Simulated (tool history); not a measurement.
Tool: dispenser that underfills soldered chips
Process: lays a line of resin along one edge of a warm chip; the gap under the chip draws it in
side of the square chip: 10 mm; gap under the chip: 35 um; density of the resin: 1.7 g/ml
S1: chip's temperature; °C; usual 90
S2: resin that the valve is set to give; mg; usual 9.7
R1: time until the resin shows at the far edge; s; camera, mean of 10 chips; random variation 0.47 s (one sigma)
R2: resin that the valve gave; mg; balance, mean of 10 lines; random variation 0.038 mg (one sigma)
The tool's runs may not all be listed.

Run 1, day 0: usual settings. Result: R1 35.4 s, R2 9.49 mg.
Run 2, day 0.175: usual settings. Result: R1 38.3 s, R2 9.48 mg.
Run 3, day 0.421: usual settings. Result: R1 43 s, R2 9.38 mg.
Run 4, day 0.692: usual settings. Result: R1 48.4 s, R2 9.4 mg.
At day 0.775: new syringe of resin.
Run 5, day 0.929: usual settings. Result: R1 37.8 s, R2 9.39 mg.
Run 6, day 1.233: usual settings. Result: R1 44.6 s, R2 9.33 mg.
Run 7, day 1.542: usual settings but S2 9.43 mg. Result: R1 51.5 s, R2 8.98 mg.
At day 1.575: new syringe of resin.
At day 1.796: dispensing valve cleaned and set on the balance.
Run 8, day 1.796: usual settings but S2 9.47 mg. Result: R1 37.4 s, R2 9.52 mg.
Run 9, day 2.058: usual settings but S2 9.47 mg. Result: R1 42.9 s, R2 9.44 mg.
Run 10, day 2.346: usual settings. Result: R1 48.9 s, R2 9.71 mg.
At day 2.421: new syringe of resin.
Run 11, day 2.679: usual settings. Result: R1 39.9 s, R2 9.66 mg.
Run 12, day 2.938: usual settings. Result: R1 44.3 s, R2 9.62 mg.
At day 3.221: new syringe of resin.
Run 13, day 3.288: usual settings. Result: R1 36.2 s, R2 9.56 mg.
Run 14, day 3.608: usual settings but S1 79 °C, S2 11.43 mg. Result: R1 56.8 s, R2 11.26 mg.
Run 15, day 3.767: usual settings but S1 79 °C, S2 11.43 mg. Result: R1 61.3 s, R2 11.3 mg.
Run 16, day 3.975: usual settings. Result: R1 50.1 s, R2 9.48 mg.
At day 4.046: new syringe of resin.
Run 17, day 4.175: usual settings but S1 78 °C. Result: R1 51.4 s, R2 9.45 mg.
Run 18, day 4.538: usual settings but S1 92 °C, S2 12.43 mg. Result: R1 40.6 s, R2 12.02 mg.
At day 4.846: new syringe of resin.
Run 19, day 4.925: usual settings but S2 8.48 mg. Result: R1 37.6 s, R2 8.19 mg.
Run 20, day 5.275: usual settings but S1 88 °C, S2 8.83 mg. Result: R1 47.5 s, R2 8.52 mg.
At day 5.621: dispensing valve cleaned and set on the balance.
Run 21, day 5.646: usual settings but S1 79 °C, S2 10.26 mg. Result: R1 68 s, R2 10.25 mg.
At day 5.712: new syringe of resin.
Run 22, day 5.892: usual settings but S1 101 °C, S2 8.83 mg. Result: R1 28.2 s, R2 8.76 mg.
Run 23, day 6.279: usual settings but S1 78 °C, S2 10.06 mg. Result: R1 64.1 s, R2 9.97 mg.
At day 6.529: new syringe of resin.
Run 24, day 6.542: usual settings but S1 91 °C, S2 8.7 mg. Result: R1 33.6 s, R2 8.62 mg.
Run 25, day 6.842: usual settings but S1 98 °C, S2 9.31 mg. Result: R1 33 s, R2 9.19 mg.

3 ways to go on from here, each from the tool as it stands after run 25. What would each give?
Run A, day 7.092: usual settings but S1 104 °C, S2 10.08 mg. Result: R1 ?, R2 ?.
Run B, day 7.092: usual settings but S1 76 °C. Result: R1 ?, R2 ?.
Run C, day 7.092: usual settings but S1 78 °C, S2 10.73 mg. Result: R1 ?, R2 ?.

run    R1     R2
  A    30   9.98
  B  67.8   9.58
  C    62  10.59
Without the tool's hidden state the same runs would have given:
run    R1     R2
  A  23.8  10.16
  B  54.2   9.75
  C  49.5  10.78
